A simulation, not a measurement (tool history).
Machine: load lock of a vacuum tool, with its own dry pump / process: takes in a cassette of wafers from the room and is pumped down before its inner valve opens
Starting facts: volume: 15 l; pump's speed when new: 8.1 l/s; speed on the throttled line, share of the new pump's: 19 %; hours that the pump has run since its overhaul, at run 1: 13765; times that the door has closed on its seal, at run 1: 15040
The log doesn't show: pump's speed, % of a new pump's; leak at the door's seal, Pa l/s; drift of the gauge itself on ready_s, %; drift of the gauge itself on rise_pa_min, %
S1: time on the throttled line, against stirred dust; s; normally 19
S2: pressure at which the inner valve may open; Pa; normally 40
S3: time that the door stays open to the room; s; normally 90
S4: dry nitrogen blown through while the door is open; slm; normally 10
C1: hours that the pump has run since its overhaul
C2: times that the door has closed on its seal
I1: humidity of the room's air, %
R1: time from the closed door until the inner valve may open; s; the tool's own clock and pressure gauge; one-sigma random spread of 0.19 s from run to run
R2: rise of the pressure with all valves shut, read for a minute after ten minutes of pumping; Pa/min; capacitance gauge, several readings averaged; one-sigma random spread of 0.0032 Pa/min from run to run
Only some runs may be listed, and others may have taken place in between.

Run 1, hour 0: usual settings; C1 13765; C2 15040; I1 46.1. Result: R1 32.7 s, R2 0.154 Pa/min.
Run 2, hour 137.3: usual settings but S3 108 s; C1 13902; C2 15214; I1 46.2. Result: R1 32.9 s, R2 0.163 Pa/min.
Run 3, hour 346.1: usual settings but S3 108 s, S4 13 slm; C1 14111; C2 15480; I1 46.5. Result: R1 33.2 s, R2 0.153 Pa/min.
Run 4, hour 593.5: usual settings but S3 108 s, S4 13 slm; C1 14359; C2 15794; I1 50.4. Result: R1 33 s, R2 0.162 Pa/min.
Run 5, hour 769.7: usual settings; C1 14535; C2 16018; I1 46.1. Result: R1 33.2 s, R2 0.156 Pa/min.
Run 6, hour 923.6: usual settings; C1 14689; C2 16214; I1 46.1. Result: R1 33 s, R2 0.159 Pa/min.
Run 7, hour 1139.3: usual settings; C1 14904; C2 16488; I1 43.7. Result: R1 33.2 s, R2 0.154 Pa/min.
Run 8, hour 1414.8: usual settings; C1 15180; C2 16838; I1 45.6. Result: R1 33.1 s, R2 0.162 Pa/min.
Run 9, hour 1714.4: usual settings; C1 15480; C2 17219; I1 47.1. Result: R1 33.6 s, R2 0.166 Pa/min.
At hour 1910.7: dry pump taken out, an overhauled one fitted.
Run 10, hour 1925.8: usual settings but S1 23 s; C1 15; C2 17481; I1 44.3. Result: R1 33.6 s, R2 0.156 Pa/min.
Run 11, hour 2135.8: usual settings but S1 23 s; C1 225; C2 17748; I1 42.3. Result: R1 33.1 s, R2 0.163 Pa/min.
Run 12, hour 2398.2: usual settings but S1 17 s; C1 487; C2 18081; I1 45.5. Result: R1 28.4 s, R2 0.167 Pa/min.
Run 13, hour 2630.8: usual settings but S1 15 s, S3 184 s; C1 720; C2 18377; I1 45.7. Result: R1 27 s, R2 0.201 Pa/min.
Run 14, hour 2880.4: usual settings but S1 15 s, S3 166 s, S4 32 slm; C1 970; C2 18694; I1 43.6. Result: R1 27.1 s, R2 0.154 Pa/min.
Run 15, hour 3083.2: usual settings but S1 34 s, S2 38 Pa, S3 79 s; C1 1172; C2 18952; I1 46.3. Result: R1 42.2 s, R2 0.174 Pa/min.
Run 16, hour 3366.7: usual settings but S3 74 s; C1 1456; C2 19313; I1 46.2. Result: R1 29.8 s, R2 0.171 Pa/min.
Run 17, hour 3513.3: usual settings but S2 50 Pa; C1 1603; C2 19499; I1 44.9. Result: R1 29.7 s, R2 0.174 Pa/min.
Run 18, hour 3784.6: usual settings but S2 50 Pa; C1 1874; C2 19844; I1 44.9. Result: R1 30 s, R2 0.176 Pa/min.
Run 19, hour 4027.7: usual settings but S1 15 s, S2 54 Pa, S3 88 s, S4 5 slm; C1 2117; C2 20153; I1 45.7. Result: R1 26.3 s, R2 0.197 Pa/min.
Run 20, hour 4171.8: usual settings but S1 23 s, S2 58 Pa, S3 40 s, S4 40 slm; C1 2261; C2 20336; I1 44.2. Result: R1 32.9 s, R2 0.127 Pa/min.
Run 21, hour 4308.1: usual settings but S1 34 s, S2 36 Pa, S3 71 s, S4 9 slm; C1 2397; C2 20510; I1 42.7. Result: R1 42.3 s, R2 0.17 Pa/min.
Run 22, hour 4585.9: usual settings but S1 15 s, S2 30 Pa; C1 2675; C2 20863; I1 43.5. Result: R1 27.8 s, R2 0.176 Pa/min.
Run 23, hour 4809.2: usual settings but S1 15 s, S2 43 Pa, S4 6 slm; C1 2898; C2 21147; I1 45.1. Result: R1 27 s, R2 0.195 Pa/min.

Predict each of these 3 candidate next runs independently; none follows another, all start after run 23:
Run A, hour 5065.8: usual settings but S1 16 s; C1 3155; C2 21473; I1 45. Result: R1 ?, R2 ?.
Run B, hour 5065.8: usual settings but S4 12 slm; C1 3155; C2 21473; I1 43.3. Result: R1 ?, R2 ?.
Run C, hour 5065.8: usual settings but S1 20 s, S2 43 Pa, S4 9 slm; C1 3155; C2 21473; I1 47.3. Result: R1 ?, R2 ?.

run    R1     R2
  A    28  0.184
  B  30.6  0.183
  C  31.4  0.185
With no hidden state in the tool, these same runs would have given:
run    R1     R2
  A  27.5  0.093
  B    30   0.09
  C  30.9  0.093
